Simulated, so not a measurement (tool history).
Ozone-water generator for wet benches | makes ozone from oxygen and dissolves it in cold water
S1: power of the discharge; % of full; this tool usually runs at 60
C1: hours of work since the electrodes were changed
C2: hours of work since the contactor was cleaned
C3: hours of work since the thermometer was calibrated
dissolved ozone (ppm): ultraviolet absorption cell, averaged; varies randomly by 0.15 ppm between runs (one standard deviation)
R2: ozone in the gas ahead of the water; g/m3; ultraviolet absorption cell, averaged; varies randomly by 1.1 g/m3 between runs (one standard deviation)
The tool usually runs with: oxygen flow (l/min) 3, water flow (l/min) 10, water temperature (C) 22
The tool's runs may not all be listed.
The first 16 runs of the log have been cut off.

Run 17, hour 991.9: usual settings; C1 3144; C2 475; C3 335. Result: dissolved ozone (ppm) 17.8, R2 169.3 g/m3.
Run 18, hour 1045.7: usual settings but oxygen flow (l/min) 1.96, water temperature (C) 19; C1 3191; C2 523; C3 382. Result: dissolved ozone (ppm) 18, R2 207.6 g/m3.
Run 19, hour 1085.1: usual settings but S1 54 % of full, water flow (l/min) 16, water temperature (C) 20; C1 3226; C2 557; C3 417. Result: dissolved ozone (ppm) 11.1, R2 155.5 g/m3.
Run 20, hour 1133.6: usual settings but S1 54 % of full, water flow (l/min) 16, water temperature (C) 20; C1 3268; C2 600; C3 459. Result: dissolved ozone (ppm) 10.9, R2 154.8 g/m3.
Run 21, hour 1193.5: usual settings but S1 54 % of full, water flow (l/min) 16, water temperature (C) 20; C1 3321; C2 653; C3 512. Result: dissolved ozone (ppm) 10.7, R2 154.6 g/m3.
Run 22, hour 1240.9: usual settings but S1 55 % of full, water flow (l/min) 7; C1 3362; C2 694; C3 554. Result: dissolved ozone (ppm) 21.3, R2 157.5 g/m3.
Run 23, hour 1288.3: usual settings but S1 55 % of full, water flow (l/min) 7; C1 3404; C2 736; C3 595. Result: dissolved ozone (ppm) 20.8, R2 155 g/m3.
Run 24, hour 1369.8: usual settings but S1 51 % of full, water flow (l/min) 9; C1 3476; C2 808; C3 667. Result: dissolved ozone (ppm) 16.5, R2 147.8 g/m3.
Run 25, hour 1437.7: usual settings but S1 87 % of full, oxygen flow (l/min) 1.8, water flow (l/min) 15, water temperature (C) 25; C1 3536; C2 867; C3 727. Result: dissolved ozone (ppm) 14.4, R2 286.7 g/m3.
Run 26, hour 1497.6: usual settings but S1 79 % of full, oxygen flow (l/min) 2.92, water flow (l/min) 7, water temperature (C) 29; C1 3588; C2 920; C3 779. Result: dissolved ozone (ppm) 24.5, R2 213.7 g/m3.
Run 27, hour 1579.7: usual settings but S1 52 % of full, oxygen flow (l/min) 3.14, water flow (l/min) 9, water temperature (C) 19; C1 3660; C2 992; C3 851. Result: dissolved ozone (ppm) 17.7, R2 146.2 g/m3.
Run 28, hour 1627.7: usual settings but S1 45 % of full, water temperature (C) 27; C1 3702; C2 1034; C3 894. Result: dissolved ozone (ppm) 12.6, R2 131.2 g/m3.
Run 29, hour 1707.1: usual settings but S1 45 % of full, water temperature (C) 27; C1 3772; C2 1104; C3 963. Result: dissolved ozone (ppm) 12.8, R2 132.8 g/m3.
Run 30, hour 1783.6: usual settings but S1 45 % of full, water temperature (C) 27; C1 3839; C2 1171; C3 1030. Result: dissolved ozone (ppm) 12.7, R2 131.7 g/m3.
Run 31, hour 1853.8: usual settings but S1 45 % of full, water temperature (C) 27; C1 3901; C2 1233; C3 1092. Result: dissolved ozone (ppm) 12.6, R2 131.9 g/m3.
Run 32, hour 1902.3: usual settings but oxygen flow (l/min) 1.51, water flow (l/min) 9; C1 3944; C2 1276; C3 1135. Result: dissolved ozone (ppm) 17.8, R2 227.4 g/m3.
Run 33, hour 1951.1: usual settings but water temperature (C) 17; C1 3987; C2 1318; C3 1178. Result: dissolved ozone (ppm) 18.4, R2 166.4 g/m3.

Here are 3 independent what-if runs from the current tool condition. What would each one return?
Run A, hour 2020.6: usual settings but oxygen flow (l/min) 2.54, water temperature (C) 24; C1 4048; C2 1379; C3 1239. Result: dissolved ozone (ppm) ?, R2 ?.
Run B, hour 2020.6: usual settings but S1 65 % of full, oxygen flow (l/min) 3.93; C1 4048; C2 1379; C3 1239. Result: dissolved ozone (ppm) ?, R2 ?.
Run C, hour 2020.6: usual settings but S1 42 % of full, oxygen flow (l/min) 3.76, water temperature (C) 17; C1 4048; C2 1379; C3 1239. Result: dissolved ozone (ppm) ?, R2 ?.

run  dissolved ozone (ppm)     R2
  A                   16.8  178.2
  B                   18.2  154.3
  C                   14.1  111.2
Had the tool no hidden state, the same runs would have come out as:
run  dissolved ozone (ppm)     R2
  A                   19.3  201.5
  B                   21.2  176.3
  C                   15.6  120.4

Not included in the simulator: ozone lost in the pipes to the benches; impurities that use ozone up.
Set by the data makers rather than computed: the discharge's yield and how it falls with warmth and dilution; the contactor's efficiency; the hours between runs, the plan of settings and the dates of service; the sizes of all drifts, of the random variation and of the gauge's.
